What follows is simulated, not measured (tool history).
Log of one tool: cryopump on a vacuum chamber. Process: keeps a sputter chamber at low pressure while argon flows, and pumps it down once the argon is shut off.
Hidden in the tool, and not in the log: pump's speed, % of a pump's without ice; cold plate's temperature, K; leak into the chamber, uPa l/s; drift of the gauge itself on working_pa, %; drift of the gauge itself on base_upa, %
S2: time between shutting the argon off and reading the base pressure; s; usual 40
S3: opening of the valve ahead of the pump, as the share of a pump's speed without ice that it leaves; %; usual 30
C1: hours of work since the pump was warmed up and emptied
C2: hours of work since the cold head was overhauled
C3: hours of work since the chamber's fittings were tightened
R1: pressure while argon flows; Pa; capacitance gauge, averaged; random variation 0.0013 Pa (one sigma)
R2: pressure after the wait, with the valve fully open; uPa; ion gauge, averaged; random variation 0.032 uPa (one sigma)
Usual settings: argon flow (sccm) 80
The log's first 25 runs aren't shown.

{"run": 26, "hour": 576.6, "argon flow (sccm)": 73, "S2": 58, "S3": 43, "C1": 108, "C2": 832, "C3": 170, "R1": 0.1903, "R2": 1.31}
{"run": 27, "hour": 595.8, "argon flow (sccm)": 60, "S2": 83, "S3": 17, "C1": 117, "C2": 841, "C3": 179, "R1": 0.3922, "R2": 1.01}
{"run": 28, "hour": 616.3, "argon flow (sccm)": 60, "S2": 83, "S3": 17, "C1": 127, "C2": 851, "C3": 189, "R1": 0.3919, "R2": 1.02}
{"run": 29, "hour": 642.9, "argon flow (sccm)": 80, "S2": 134, "S3": 29, "C1": 140, "C2": 863, "C3": 202, "R1": 0.3105, "R2": 0.75}
{"run": 30, "hour": 667.4, "argon flow (sccm)": 80, "S2": 134, "S3": 29, "C1": 152, "C2": 875, "C3": 213, "R1": 0.3099, "R2": 0.73}
{"run": 31, "hour": 690.3, "argon flow (sccm)": 52, "S2": 37, "S3": 31, "C1": 163, "C2": 886, "C3": 224, "R1": 0.1885, "R2": 1.95}
{"run": 32, "hour": 711.1, "argon flow (sccm)": 78, "S2": 42, "S3": 30, "C1": 173, "C2": 896, "C3": 234, "R1": 0.2939, "R2": 1.72}
{"run": 33, "hour": 727.9, "argon flow (sccm)": 78, "S2": 42, "S3": 30, "C1": 181, "C2": 904, "C3": 242, "R1": 0.2934, "R2": 1.76}
{"run": 34, "hour": 753.8, "argon flow (sccm)": 58, "S2": 30, "S3": 30, "C1": 193, "C2": 916, "C3": 255, "R1": 0.2184, "R2": 2.3}

Forecast each of these 4 alternatives for the next run:
{"run": "A", "hour": 767.3, "argon flow (sccm)": 47, "S2": 23, "S3": 59, "C1": 199, "C2": 923, "C3": 261, "R1": "?", "R2": "?"}
{"run": "B", "hour": 767.3, "argon flow (sccm)": 40, "S2": 41, "S3": 42, "C1": 199, "C2": 923, "C3": 261, "R1": "?", "R2": "?"}
{"run": "C", "hour": 767.3, "argon flow (sccm)": 80, "S2": 39, "S3": 30, "C1": 199, "C2": 923, "C3": 261, "R1": "?", "R2": "?"}
{"run": "D", "hour": 767.3, "argon flow (sccm)": 87, "S2": 40, "S3": 30, "C1": 199, "C2": 923, "C3": 261, "R1": "?", "R2": "?"}

run=A R1=0.0933 R2=3.04
run=B R1=0.109 R2=1.82
run=C R1=0.3046 R2=1.86
run=D R1=0.3274 R2=1.82
Without the tool's hidden state the same runs would have given:
run=A R1=0.087 R2=2.89
run=B R1=0.1036 R2=1.68
run=C R1=0.2937 R2=1.72
run=D R1=0.3158 R2=1.67
